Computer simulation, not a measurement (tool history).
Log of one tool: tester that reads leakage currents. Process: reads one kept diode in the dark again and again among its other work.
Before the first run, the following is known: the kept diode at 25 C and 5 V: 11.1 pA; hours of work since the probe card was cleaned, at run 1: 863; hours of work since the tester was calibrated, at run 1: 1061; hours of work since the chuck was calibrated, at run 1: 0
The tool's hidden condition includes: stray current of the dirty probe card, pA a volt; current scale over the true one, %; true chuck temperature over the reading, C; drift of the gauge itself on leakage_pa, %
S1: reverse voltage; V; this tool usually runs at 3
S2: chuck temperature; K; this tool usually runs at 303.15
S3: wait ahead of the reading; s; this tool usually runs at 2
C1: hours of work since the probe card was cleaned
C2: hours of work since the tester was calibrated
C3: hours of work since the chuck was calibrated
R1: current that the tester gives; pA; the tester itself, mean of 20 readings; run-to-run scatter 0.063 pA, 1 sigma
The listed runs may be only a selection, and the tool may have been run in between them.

run	hour	S1	S2	S3	C1	C2	C3	R1
1	0	3	303.15	2	863	1061	0	14.78
2	137.7	3	303.15	2	925	1122	62	14.71
3	290	3	303.15	2	993	1190	130	14.67
4	436.5	3	303.15	2	1058	1256	195	14.67
5	679.6	3	303.15	2	1167	1365	304	14.59
6	816.7	3	303.15	2	1228	1426	365	14.52
7	934.7	3	303.15	2	1281	1479	418	14.56
8	1067.5	3	303.15	2	1340	1538	477	14.38
9	1206.4	3	298.15	2	1402	1600	539	10.22
10	1372.9	3	319.15	2	1477	1674	614	45.31
11	1521	3	319.15	2	1543	1741	680	44.52
12	1705.2	3	303.15	2	1625	1823	762	14.18
# hour 1783.9: chuck's temperature calibrated
13	1913.3	3	303.15	2	1717	1915	58	16.04
14	2079.3	3	303.15	2	1792	1989	132	16.12
15	2301.1	3	303.15	2	1891	2088	231	15.91
16	2506.2	3	303.15	2	1982	2180	323	15.91
17	2734.7	3	303.15	2	2084	2282	425	15.68
18	2863.8	3	303.15	2	2142	2340	483	15.79
# hour 2950.3: probe card cleaned and baked
19	3093.3	3	305.15	2	64	2441	584	18.87
20	3273.7	3	305.15	2	145	2522	665	18.83
21	3401.5	3	302.15	0.72	202	2579	722	15.87
22	3507.1	13.32	307.15	0.35	249	2626	769	61.66
# hour 3560.8: chuck's temperature calibrated
23	3654.8	3	303.15	8.76	314	2691	42	18.34
24	3757.3	9.22	306.15	3.84	360	2737	88	47.82
25	3913.1	19.46	305.15	0.74	429	2807	157	80.06
# hour 3973.1: probe card cleaned and baked, once more
26	4156.4	19.46	305.15	0.74	82	2914	265	44.1
27	4271.3	16.37	303.15	2	133	2965	316	33.29
28	4437.1	8.82	303.15	2	207	3039	390	23.35
29	4556.8	8.82	327.15	2	261	3093	444	146.97
30	4658.2	1.02	303.15	2	306	3138	489	6.8

The next listed run, before its measurement:
31	4788.6	1.46	303.15	2.69	364	3197	547	?

Run 31 produced R1 8.2 pA.
Take away the tool's hidden state, keep the run-to-run variation as it was, and the same run would have given R1 8.66 pA.

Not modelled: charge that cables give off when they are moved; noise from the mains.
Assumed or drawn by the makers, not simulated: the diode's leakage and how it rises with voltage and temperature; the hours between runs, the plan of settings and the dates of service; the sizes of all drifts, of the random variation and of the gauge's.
